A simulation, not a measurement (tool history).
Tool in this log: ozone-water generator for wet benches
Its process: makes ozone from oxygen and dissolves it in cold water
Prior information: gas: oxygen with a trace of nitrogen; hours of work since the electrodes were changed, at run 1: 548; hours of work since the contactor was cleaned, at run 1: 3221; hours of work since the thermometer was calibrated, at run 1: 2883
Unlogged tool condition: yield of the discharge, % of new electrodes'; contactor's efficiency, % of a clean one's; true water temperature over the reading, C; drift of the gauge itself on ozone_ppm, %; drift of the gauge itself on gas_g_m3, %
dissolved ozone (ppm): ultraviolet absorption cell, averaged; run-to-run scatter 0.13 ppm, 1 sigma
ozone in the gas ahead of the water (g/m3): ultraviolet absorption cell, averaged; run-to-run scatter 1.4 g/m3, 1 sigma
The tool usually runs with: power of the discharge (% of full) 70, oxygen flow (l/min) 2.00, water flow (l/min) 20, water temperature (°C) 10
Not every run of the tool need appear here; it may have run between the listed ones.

run,day,power of the discharge (% of full),oxygen flow (l/min),water flow (l/min),water temperature (°C),hours of work since the electrodes were changed,hours of work since the contactor was cleaned,hours of work since the thermometer was calibrated,dissolved ozone (ppm),ozone in the gas ahead of the water (g/m3)
1,0.000,70,2.00,20,10,548,3221,2883,13.9,248.6
2,1.208,70,2.00,20,10,566,3240,2901,14.0,248.1
3,2.483,70,2.00,20,10,586,3260,2921,13.9,248.3
4,4.117,70,2.00,20,10,611,3285,2946,13.5,249.0
5,5.042,70,2.00,20,10,625,3299,2961,13.5,245.4
6,6.600,70,2.00,20,10,650,3323,2985,13.8,248.7
7,7.596,70,2.00,23,10,665,3339,3000,11.8,247.8
8,8.492,70,2.00,23,10,679,3352,3014,11.7,247.5
9,9.475,70,2.16,20,10,694,3368,3029,14.2,237.9
10,10.183,70,2.16,20,10,705,3378,3040,14.0,237.7
11,11.733,70,2.16,20,10,729,3402,3064,14.0,235.8
12,12.688,70,2.00,20,10,744,3417,3079,13.9,247.5
13,14.275,70,2.00,20,10,768,3442,3103,13.8,248.7
14,15.292,70,2.00,20,10,784,3457,3119,13.6,246.2
15,16.458,70,2.00,20,10,802,3475,3137,13.9,247.4
16,17.438,70,2.00,20,10,817,3491,3152,13.6,247.9
17,18.888,70,1.47,24,10,839,3513,3175,10.0,293.8
18,20.033,46,2.00,20,5,857,3531,3192,10.5,183.0
19,21.612,70,1.68,14,11,881,3555,3217,19.4,270.7
20,22.367,58,1.99,29,13,893,3567,3228,7.3,217.4
21,23.300,70,2.00,16,6,907,3581,3243,18.0,244.0
22,24.542,61,2.00,17,6,927,3600,3262,15.3,223.4
23,25.821,88,2.00,20,10,946,3620,3282,15.6,290.0
24,26.829,88,2.00,20,10,962,3636,3297,15.9,289.0
25,28.192,47,1.82,18,9,983,3657,3318,11.6,194.5
26,28.942,70,2.38,20,10,995,3668,3330,14.1,222.2
27,29.792,70,1.89,20,5,1008,3681,3343,13.8,252.8
28,31.142,70,1.89,20,5,1029,3702,3364,13.9,252.6
29,31.992,83,1.89,16,13,1042,3715,3377,19.1,285.1
30,32.783,83,1.81,17,13,1054,3728,3389,17.8,292.4
31,33.900,70,2.00,23,16,1071,3745,3406,11.1,248.1
32,35.479,62,2.02,20,10,1096,3769,3431,12.5,223.0

Below, some changes in dissolved ozone (ppm) between adjacent runs. For each, the amount present without the hidden state too (settings, incoming material, random variation) and the amount remaining for the hidden state with gauge scatter not shared by both compared results:
Run 18 -> 19: power of the discharge (% of full) 46 -> 70, oxygen flow (l/min) 2.00 -> 1.68, water flow (l/min) 20 -> 14, water temperature (°C) 5 -> 11. dissolved ozone (ppm) +8.9: hidden state -0.7, all else +9.6.
Run 19 -> 20: power of the discharge (% of full) 70 -> 58, oxygen flow (l/min) 1.68 -> 1.99, water flow (l/min) 14 -> 29, water temperature (°C) 11 -> 13. dissolved ozone (ppm) -12.1: hidden state +0.8, all else -12.9.
Run 20 -> 21: power of the discharge (% of full) 58 -> 70, oxygen flow (l/min) 1.99 -> 2.00, water flow (l/min) 29 -> 16, water temperature (°C) 13 -> 6. dissolved ozone (ppm) +10.7: hidden state -0.7, all else +11.4.
